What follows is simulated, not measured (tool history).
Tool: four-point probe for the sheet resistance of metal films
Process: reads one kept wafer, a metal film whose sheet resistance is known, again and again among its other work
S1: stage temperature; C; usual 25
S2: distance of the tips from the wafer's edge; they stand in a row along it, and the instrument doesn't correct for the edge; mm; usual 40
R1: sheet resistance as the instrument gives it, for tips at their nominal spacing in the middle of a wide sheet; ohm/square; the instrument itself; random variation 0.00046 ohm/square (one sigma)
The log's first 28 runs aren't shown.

{"run": 29, "hour": 323.7, "S1": 26, "S2": 75, "R1": 2.279363}
{"run": 30, "hour": 335.5, "S1": 24, "S2": 19, "R1": 2.280688}
{"run": 31, "hour": 351.2, "S1": 25, "S2": 7, "R1": 2.285697}
{"run": 32, "hour": 362.8, "S1": 19, "S2": 4, "R1": 2.300642}
{"run": 33, "hour": 371.2, "S1": 29, "S2": 53, "R1": 2.278556}
{"run": 34, "hour": 379.1, "S1": 33, "S2": 28, "R1": 2.275842}
{"run": 35, "hour": 390.5, "S1": 23, "S2": 24, "R1": 2.280773}
{"run": 36, "hour": 397.8, "S1": 23, "S2": 24, "R1": 2.279462}
{"run": 37, "hour": 405.1, "S1": 23, "S2": 7, "R1": 2.284987}
{"run": 38, "hour": 415.3, "S1": 23, "S2": 7, "R1": 2.2856}
{"run": 39, "hour": 427.4, "S1": 24, "S2": 72, "R1": 2.279105}
{"run": 40, "hour": 444.0, "S1": 29, "S2": 5, "R1": 2.287629}
{"run": 41, "hour": 459.5, "S1": 19, "S2": 4, "R1": 2.299295}
{"run": 42, "hour": 473.3, "S1": 34, "S2": 15, "R1": 2.274878}
{"run": 43, "hour": 487.8, "S1": 34, "S2": 16, "R1": 2.273662}
{"run": 44, "hour": 502.2, "S1": 34, "S2": 16, "R1": 2.274248}

4 ways to go on from here, each from the tool as it stands after run 44. What would each give?
{"run": "A", "hour": 516.0, "S1": 22, "S2": 9, "R1": "?"}
{"run": "B", "hour": 516.0, "S1": 19, "S2": 6, "R1": "?"}
{"run": "C", "hour": 516.0, "S1": 34, "S2": 5, "R1": "?"}
{"run": "D", "hour": 516.0, "S1": 29, "S2": 16, "R1": "?"}

run=A R1=2.281623
run=B R1=2.287693
run=C R1=2.284027
run=D R1=2.275911
Without the tool's hidden state the same runs would have given:
run=A R1=2.322426
run=B R1=2.328594
run=C R1=2.324880
run=D R1=2.316626
